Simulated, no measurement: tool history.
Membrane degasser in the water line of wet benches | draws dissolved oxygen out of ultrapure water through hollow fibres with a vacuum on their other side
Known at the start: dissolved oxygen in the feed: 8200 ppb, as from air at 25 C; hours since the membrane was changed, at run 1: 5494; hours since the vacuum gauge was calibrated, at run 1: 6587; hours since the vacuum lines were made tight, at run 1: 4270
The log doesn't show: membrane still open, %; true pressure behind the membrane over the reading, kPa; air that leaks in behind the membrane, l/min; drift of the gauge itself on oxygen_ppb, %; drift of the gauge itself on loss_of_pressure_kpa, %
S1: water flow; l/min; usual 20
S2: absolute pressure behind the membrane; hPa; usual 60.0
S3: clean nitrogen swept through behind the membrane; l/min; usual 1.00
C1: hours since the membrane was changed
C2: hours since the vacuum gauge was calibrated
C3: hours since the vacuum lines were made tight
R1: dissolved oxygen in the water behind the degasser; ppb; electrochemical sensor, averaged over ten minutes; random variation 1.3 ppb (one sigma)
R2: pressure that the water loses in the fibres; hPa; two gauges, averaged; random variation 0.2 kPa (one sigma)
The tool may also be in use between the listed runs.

{"run": 1, "hour": 0.0, "S1": 20, "S2": 60.0, "S3": 1.0, "C1": 5494, "C2": 6587, "C3": 4270, "R1": 128.8, "R2": 440.7}
{"run": 2, "hour": 130.2, "S1": 20, "S2": 60.0, "S3": 1.0, "C1": 5624, "C2": 6717, "C3": 4401, "R1": 127.2, "R2": 443.9}
{"run": 3, "hour": 254.4, "S1": 20, "S2": 64.6, "S3": 1.0, "C1": 5748, "C2": 6842, "C3": 4525, "R1": 149.0, "R2": 444.3}
{"run": 4, "hour": 401.7, "S1": 20, "S2": 60.0, "S3": 1.0, "C1": 5895, "C2": 6989, "C3": 4672, "R1": 130.5, "R2": 447.8}
{"run": 5, "hour": 495.3, "S1": 20, "S2": 60.0, "S3": 1.0, "C1": 5989, "C2": 7083, "C3": 4766, "R1": 128.0, "R2": 449.4}
{"run": 6, "hour": 598.9, "S1": 20, "S2": 60.0, "S3": 1.0, "C1": 6093, "C2": 7186, "C3": 4869, "R1": 128.7, "R2": 448.8}
{"run": 7, "hour": 697.2, "S1": 20, "S2": 60.0, "S3": 1.0, "C1": 6191, "C2": 7284, "C3": 4968, "R1": 126.2, "R2": 448.7}
{"run": 8, "hour": 815.4, "S1": 20, "S2": 60.0, "S3": 1.0, "C1": 6309, "C2": 7403, "C3": 5086, "R1": 127.5, "R2": 448.2}
{"run": 9, "hour": 941.4, "S1": 20, "S2": 60.0, "S3": 1.0, "C1": 6435, "C2": 7529, "C3": 5212, "R1": 128.7, "R2": 448.0}
{"run": 10, "hour": 1009.6, "S1": 20, "S2": 60.0, "S3": 0.82, "C1": 6503, "C2": 7597, "C3": 5280, "R1": 155.1, "R2": 447.3}
{"run": 11, "hour": 1087.0, "S1": 20, "S2": 60.0, "S3": 0.82, "C1": 6581, "C2": 7674, "C3": 5357, "R1": 150.0, "R2": 448.9}
{"run": 12, "hour": 1171.3, "S1": 20, "S2": 146.1, "S3": 0.82, "C1": 6665, "C2": 7759, "C3": 5442, "R1": 568.5, "R2": 445.6}
{"run": 13, "hour": 1278.2, "S1": 24, "S2": 146.1, "S3": 0.82, "C1": 6772, "C2": 7865, "C3": 5549, "R1": 651.3, "R2": 542.5}
{"run": 14, "hour": 1367.1, "S1": 18, "S2": 88.9, "S3": 2.39, "C1": 6861, "C2": 7954, "C3": 5637, "R1": 103.9, "R2": 404.9}
{"run": 15, "hour": 1442.1, "S1": 20, "S2": 144.2, "S3": 1.44, "C1": 6936, "C2": 8029, "C3": 5712, "R1": 347.7, "R2": 450.2}
{"run": 16, "hour": 1574.3, "S1": 17, "S2": 124.1, "S3": 1.44, "C1": 7068, "C2": 8162, "C3": 5845, "R1": 249.2, "R2": 381.5}
{"hour": 1596.3, "done": "vacuum gauge calibrated"}
{"run": 17, "hour": 1691.9, "S1": 18, "S2": 75.1, "S3": 2.73, "C1": 7185, "C2": 96, "C3": 5962, "R1": 71.9, "R2": 402.5}
{"run": 18, "hour": 1837.4, "S1": 24, "S2": 69.5, "S3": 1.28, "C1": 7331, "C2": 241, "C3": 6107, "R1": 164.8, "R2": 543.3}
{"run": 19, "hour": 1991.1, "S1": 24, "S2": 69.5, "S3": 1.28, "C1": 7484, "C2": 395, "C3": 6261, "R1": 165.0, "R2": 543.4}
{"run": 20, "hour": 2067.4, "S1": 17, "S2": 40.5, "S3": 1.48, "C1": 7561, "C2": 471, "C3": 6337, "R1": 25.8, "R2": 385.1}

Some steps in R2 between neighbouring runs. How much of each would the tool show without its hidden state too (settings, what came in, random variation), and how much is left for the hidden state, with any gauge scatter that isn't in both results?
Run 17 -> 18: S1 18 -> 24, S2 75.1 -> 69.5, S3 2.73 -> 1.28. R2 +140.8 hPa: hidden state +2.0, all else +138.8.
Run 19 -> 20: S1 24 -> 17, S2 69.5 -> 40.5, S3 1.28 -> 1.48. R2 -158.3 hPa: hidden state -1.7, all else -156.6.

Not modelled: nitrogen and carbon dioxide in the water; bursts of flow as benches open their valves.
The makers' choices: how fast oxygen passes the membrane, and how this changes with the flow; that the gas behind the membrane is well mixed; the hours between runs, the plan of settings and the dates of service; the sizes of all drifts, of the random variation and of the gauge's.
